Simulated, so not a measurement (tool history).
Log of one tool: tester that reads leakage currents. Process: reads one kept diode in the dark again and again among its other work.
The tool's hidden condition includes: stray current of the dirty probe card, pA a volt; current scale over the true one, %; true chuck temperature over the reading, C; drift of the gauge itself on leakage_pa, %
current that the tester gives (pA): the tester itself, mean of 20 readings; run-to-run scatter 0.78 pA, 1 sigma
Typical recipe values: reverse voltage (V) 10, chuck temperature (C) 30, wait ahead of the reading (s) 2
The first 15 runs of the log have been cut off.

run      day  reverse voltage (V)  chuck temperature (C)  wait ahead of the reading (s)  hours of work since the probe card was cleaned  hours of work since the tester was calibrated  hours of work since the chuck was calibrated  current that the tester gives (pA)
 16  101.096                   10                     30                              2                                            2401                                            226                                           971                              258.95
 17  106.908                   10                     30                              2                                            2487                                            312                                          1057                              259.86
 18  113.942                   10                     30                              2                                            2591                                            416                                          1162                              258.53
 19  118.921                   10                     30                           0.67                                            2665                                            490                                          1236                              260.54
 20  123.567                   10                     30                           0.67                                            2734                                            559                                          1304                              260.42
 21  130.983                   10                     30                           0.67                                            2844                                            669                                          1414                               259.4
 22  135.412                   10                     30                           0.67                                            2910                                            735                                          1480                              260.22
     141.129  -- probe card cleaned and baked
 23  142.683                 19.8                     30                              2                                              23                                            841                                          1586                              320.62
 24  151.938                   10                     50                            0.4                                             160                                            978                                          1724                              959.51
 25  159.392                   10                     50                            0.4                                             271                                           1089                                          1834                              960.39
 26  168.958                   10                     50                            0.4                                             413                                           1231                                          1976                              963.83
 27  177.704                  1.2                     27                           7.89                                             543                                           1360                                          2106                              108.87
     180.342  -- chuck's temperature calibrated
 28  183.929                   10                     49                           2.53                                             634                                           1452                                            53                              901.55
 29  190.383                  1.1                     48                           1.53                                             730                                           1547                                           149                              429.11
 30  194.333                 16.6                     30                           9.72                                             788                                           1606                                           208                              304.02
 31  201.329                   10                     46                           0.87                                             892                                           1710                                           311                              747.98
 32  206.167                   10                     46                           0.87                                             964                                           1782                                           383                              748.47
 33  214.112                  1.3                     25                           5.57                                            1082                                           1899                                           501                               96.65
 34  219.775                 18.7                     22                           0.46                                            1166                                           1983                                           585                              181.37
 35  228.988                  1.9                     22                           0.41                                            1302                                           2120                                           722                               87.75
 36  237.083                  5.1                     43                            2.1                                            1422                                           2240                                           842                              502.18
 37  243.717                  5.1                     43                            2.1                                            1521                                           2339                                           940                              503.06
 38  251.933                 11.7                     30                            0.4                                            1643                                           2461                                          1062                              275.47
     254.954  -- tester calibrated
 39  260.496                 11.7                     30                            0.4                                            1769                                             82                                          1188                              273.97

Alternative continuations, all from the tool just after run 39; predict every row:
  A  266.292                 15.8                     30                           7.69                                            1855                                            168                                          1274                                   ?
  B  266.292                  1.1                     30                              2                                            1855                                            168                                          1274                                   ?
  C  266.292                 11.7                     32                           5.98                                            1855                                            168                                          1274                                   ?

run  current that the tester gives (pA)
  A                              296.48
  B                              129.94
  C                              312.28
With the hidden condition removed and each run's random variation left untouched, the same runs would have given:
run  current that the tester gives (pA)
  A                              296.66
  B                              130.07
  C                              312.51
